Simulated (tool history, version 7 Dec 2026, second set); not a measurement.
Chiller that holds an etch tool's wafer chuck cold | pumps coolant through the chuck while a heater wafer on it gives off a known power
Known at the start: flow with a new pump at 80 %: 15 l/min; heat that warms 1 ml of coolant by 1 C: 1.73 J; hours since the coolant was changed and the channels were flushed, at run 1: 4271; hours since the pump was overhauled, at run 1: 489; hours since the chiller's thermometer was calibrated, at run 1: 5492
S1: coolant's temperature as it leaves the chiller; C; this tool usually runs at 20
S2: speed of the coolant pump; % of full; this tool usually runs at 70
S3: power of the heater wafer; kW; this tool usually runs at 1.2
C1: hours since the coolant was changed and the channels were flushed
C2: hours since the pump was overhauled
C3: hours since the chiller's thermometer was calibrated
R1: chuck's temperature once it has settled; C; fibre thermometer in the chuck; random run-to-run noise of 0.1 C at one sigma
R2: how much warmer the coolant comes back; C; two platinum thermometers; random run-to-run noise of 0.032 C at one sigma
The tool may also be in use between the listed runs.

{"run": 1, "hour": 0.0, "S1": 20, "S2": 70, "S3": 1.2, "C1": 4271, "C2": 489, "C3": 5492, "R1": 34, "R2": 3.25}
{"run": 2, "hour": 43.3, "S1": 20, "S2": 70, "S3": 1.2, "C1": 4315, "C2": 532, "C3": 5535, "R1": 34.3, "R2": 3.24}
{"run": 3, "hour": 66.9, "S1": 20, "S2": 70, "S3": 1.2, "C1": 4338, "C2": 556, "C3": 5559, "R1": 34.2, "R2": 3.28}
{"run": 4, "hour": 86.6, "S1": 26, "S2": 70, "S3": 1.2, "C1": 4358, "C2": 575, "C3": 5579, "R1": 40.3, "R2": 3.27}
{"run": 5, "hour": 128.7, "S1": 25, "S2": 70, "S3": 1.2, "C1": 4400, "C2": 617, "C3": 5621, "R1": 39, "R2": 3.26}
{"run": 6, "hour": 163.7, "S1": 10, "S2": 70, "S3": 1.2, "C1": 4435, "C2": 653, "C3": 5656, "R1": 24, "R2": 3.27}
{"hour": 189.5, "done": "chiller's thermometer calibrated"}
{"run": 7, "hour": 195.0, "S1": 20, "S2": 70, "S3": 1.2, "C1": 4465, "C2": 683, "C3": 6, "R1": 35, "R2": 3.27}
{"run": 8, "hour": 239.3, "S1": 20, "S2": 70, "S3": 1.2, "C1": 4510, "C2": 727, "C3": 50, "R1": 34.9, "R2": 3.27}
{"run": 9, "hour": 276.0, "S1": 20, "S2": 70, "S3": 1.2, "C1": 4546, "C2": 764, "C3": 86, "R1": 34.9, "R2": 3.24}
{"run": 10, "hour": 310.0, "S1": 20, "S2": 70, "S3": 0.77, "C1": 4580, "C2": 798, "C3": 121, "R1": 29.7, "R2": 2.1}
{"run": 11, "hour": 338.1, "S1": 20, "S2": 70, "S3": 1.2, "C1": 4608, "C2": 826, "C3": 149, "R1": 34.9, "R2": 3.28}
{"run": 12, "hour": 378.6, "S1": 20, "S2": 70, "S3": 1.2, "C1": 4649, "C2": 866, "C3": 189, "R1": 34.9, "R2": 3.3}
{"run": 13, "hour": 415.2, "S1": 20, "S2": 70, "S3": 1.2, "C1": 4686, "C2": 903, "C3": 226, "R1": 35, "R2": 3.34}
{"run": 14, "hour": 439.8, "S1": 20, "S2": 70, "S3": 0.687, "C1": 4710, "C2": 928, "C3": 250, "R1": 28.5, "R2": 1.87}
{"run": 15, "hour": 482.0, "S1": 20, "S2": 73, "S3": 0.687, "C1": 4752, "C2": 970, "C3": 293, "R1": 28.6, "R2": 1.82}
{"run": 16, "hour": 502.2, "S1": 20, "S2": 73, "S3": 0.687, "C1": 4773, "C2": 990, "C3": 313, "R1": 28.4, "R2": 1.84}
{"run": 17, "hour": 529.4, "S1": 24, "S2": 93, "S3": 1.443, "C1": 4800, "C2": 1017, "C3": 340, "R1": 39.5, "R2": 2.81}
{"run": 18, "hour": 551.1, "S1": 24, "S2": 93, "S3": 1.443, "C1": 4821, "C2": 1039, "C3": 362, "R1": 39.6, "R2": 2.93}
{"run": 19, "hour": 597.7, "S1": 24, "S2": 93, "S3": 1.443, "C1": 4868, "C2": 1085, "C3": 408, "R1": 39.5, "R2": 2.84}
{"run": 20, "hour": 636.7, "S1": 20, "S2": 70, "S3": 0.863, "C1": 4907, "C2": 1125, "C3": 447, "R1": 30.7, "R2": 2.39}
{"run": 21, "hour": 666.3, "S1": 20, "S2": 70, "S3": 0.863, "C1": 4937, "C2": 1154, "C3": 477, "R1": 31, "R2": 2.43}
{"run": 22, "hour": 700.0, "S1": 20, "S2": 70, "S3": 0.863, "C1": 4970, "C2": 1188, "C3": 511, "R1": 30.7, "R2": 2.35}
{"run": 23, "hour": 732.8, "S1": 20, "S2": 70, "S3": 0.863, "C1": 5003, "C2": 1221, "C3": 543, "R1": 30.9, "R2": 2.41}
{"run": 24, "hour": 765.3, "S1": 20, "S2": 70, "S3": 0.863, "C1": 5036, "C2": 1253, "C3": 576, "R1": 30.8, "R2": 2.36}
{"run": 25, "hour": 784.3, "S1": 12, "S2": 70, "S3": 1.2, "C1": 5055, "C2": 1272, "C3": 595, "R1": 27.1, "R2": 3.31}
{"run": 26, "hour": 820.7, "S1": 12, "S2": 70, "S3": 1.2, "C1": 5091, "C2": 1309, "C3": 631, "R1": 27.3, "R2": 3.35}
{"run": 27, "hour": 840.5, "S1": 25, "S2": 70, "S3": 1.412, "C1": 5111, "C2": 1328, "C3": 651, "R1": 43, "R2": 3.94}
{"run": 28, "hour": 870.4, "S1": 25, "S2": 70, "S3": 1.412, "C1": 5141, "C2": 1358, "C3": 681, "R1": 43, "R2": 3.91}
{"run": 29, "hour": 913.7, "S1": 14, "S2": 94, "S3": 1.2, "C1": 5184, "C2": 1402, "C3": 724, "R1": 26.9, "R2": 2.35}
{"run": 30, "hour": 958.9, "S1": 14, "S2": 94, "S3": 1.2, "C1": 5229, "C2": 1447, "C3": 769, "R1": 26.9, "R2": 2.36}
{"run": 31, "hour": 989.5, "S1": 14, "S2": 94, "S3": 1.185, "C1": 5260, "C2": 1477, "C3": 800, "R1": 26.6, "R2": 2.41}

3 options for the next run, each taken on its own from the tool as it stands now. Forecast them:
{"run": "A", "hour": 1019.0, "S1": 14, "S2": 94, "S3": 1.578, "C1": 5289, "C2": 1507, "C3": 830, "R1": "?", "R2": "?"}
{"run": "B", "hour": 1019.0, "S1": 13, "S2": 67, "S3": 1.185, "C1": 5289, "C2": 1507, "C3": 830, "R1": "?", "R2": "?"}
{"run": "C", "hour": 1019.0, "S1": 23, "S2": 94, "S3": 1.65, "C1": 5289, "C2": 1507, "C3": 830, "R1": "?", "R2": "?"}

run=A R1=30.9 R2=3.15
run=B R1=28.4 R2=3.45
run=C R1=40.9 R2=3.22
Had the tool no hidden state, the same runs would have come out as:
run=A R1=28.4 R2=3.05
run=B R1=26.2 R2=3.34
run=C R1=38.3 R2=3.12
